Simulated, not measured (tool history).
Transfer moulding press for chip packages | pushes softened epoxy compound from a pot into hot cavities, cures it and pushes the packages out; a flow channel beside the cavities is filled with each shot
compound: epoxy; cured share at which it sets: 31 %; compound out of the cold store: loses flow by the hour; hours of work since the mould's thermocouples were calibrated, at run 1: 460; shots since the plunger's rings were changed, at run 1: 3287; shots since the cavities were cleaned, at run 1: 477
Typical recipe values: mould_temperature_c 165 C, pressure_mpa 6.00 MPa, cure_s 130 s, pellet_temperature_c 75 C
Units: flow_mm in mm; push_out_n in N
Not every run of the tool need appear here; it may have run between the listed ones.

run     day  mould_temperature_c  pressure_mpa  cure_s  pellet_temperature_c  hours of work since the mould's thermocouples were calibrated  shots since the plunger's rings were changed  shots since the cavities were cleaned  incoming compound's hours out of the cold store  flow_mm  push_out_n
  1   0.000                  165          6.00     130                    75                                                            460                                          3287                                    477                                             38.4      735         562
  2   1.475                  165          6.00     130                    75                                                            482                                          3618                                    808                                             26.5      761         526
      1.950  -- cavities cleaned with cleaning compound and waxed
  3   2.875                  165          6.00     115                    75                                                            501                                          3919                                    208                                             26.1      765         654
  4   4.721                  165          6.00     115                    75                                                            527                                          4334                                    623                                             45.4      700         599
      5.958  -- cavities cleaned with cleaning compound and waxed
  5   6.829                  165          6.00     115                    75                                                            557                                          4794                                    196                                             35.9      733         605
  6   8.896                  165          6.00     115                    75                                                            587                                          5259                                    661                                             34.1      725         622
      9.921  -- cavities cleaned with cleaning compound and waxed
  7  11.825                  165          6.00     130                    75                                                            628                                          5903                                    428                                             20.3      793         524
     12.367  -- mould's thermocouples calibrated
  8  13.175                  172          6.00     130                    75                                                             12                                          6188                                    713                                             45.2      668         444
     14.038  -- cavities cleaned with cleaning compound and waxed
  9  14.604                  172          6.00     130                    75                                                             31                                          6495                                    127                                              9.4      793         427
     15.604  -- plunger's sealing rings changed
 10  17.096                  168          6.00     130                    75                                                             66                                           336                                    664                                             35.5      714         501
     18.167  -- cavities cleaned with cleaning compound and waxed
 11  19.192                  168          6.00     130                    75                                                             95                                           793                                    230                                             23.9      759         488
 12  21.271                  165          6.00     130                    79                                                            125                                          1261                                    698                                             22.8      777         551
     22.158  -- cavities cleaned with cleaning compound and waxed
 13  22.667                  165          6.00     130                    79                                                            144                                          1560                                    114                                             10.4      807         522
 14  24.142                  158          7.25     115                    75                                                            166                                          1892                                    446                                              8.5      952        1145
     26.200  -- cavities cleaned with cleaning compound and waxed
 15  26.200                  158          7.25     115                    75                                                            194                                          2341                                      0                                             42.9      796        1012
 16  27.746                  167          6.00     154                    75                                                            217                                          2688                                    347                                             42.6      703         442
 17  29.025                  165          6.58     130                    79                                                            235                                          2976                                    635                                             23.4      803         534
     30.292  -- cavities cleaned with cleaning compound and waxed
 18  31.788                  169          6.00     130                    68                                                            274                                          3583                                    337                                             27.7      740         473
 19  33.104                  169          6.00     130                    79                                                            293                                          3878                                    632                                             41.3      698         473
     34.233  -- cavities cleaned with cleaning compound and waxed
 20  35.083                  171          6.00     143                    82                                                            321                                          4309                                    191                                             47.0      678         427
 21  37.025                  166          7.38     118                    84                                                            349                                          4746                                    628                                             11.1      903         575
     38.192  -- cavities cleaned with cleaning compound and waxed
 22  38.458                  171          7.01     157                    69                                                            368                                          5054                                     60                                             26.9      796         433
 23  40.029                  163          6.00     121                    76                                                            391                                          5407                                    413                                             18.3      797         680
     42.100  -- cavities cleaned with cleaning compound and waxed
 24  42.396                  163          5.34     121                    84                                                            424                                          5925                                     66                                             21.4      740         660
 25  44.758                  163          5.34     121                    84                                                            458                                          6457                                    598                                             45.3      663         659

For run 26, what comes out?
     46.133  -- plunger's sealing rings changed
     46.196  -- cavities cleaned with cleaning compound and waxed
 26  47.425                  163          5.34     169                    84                                                            494                                           276                                    276                                             33.3        ?           ?

Run 26 gave flow_mm 709 mm, push_out_n 460 N.
With no hidden state in the tool, this same run would have given flow_mm 709 mm, push_out_n 457 N.
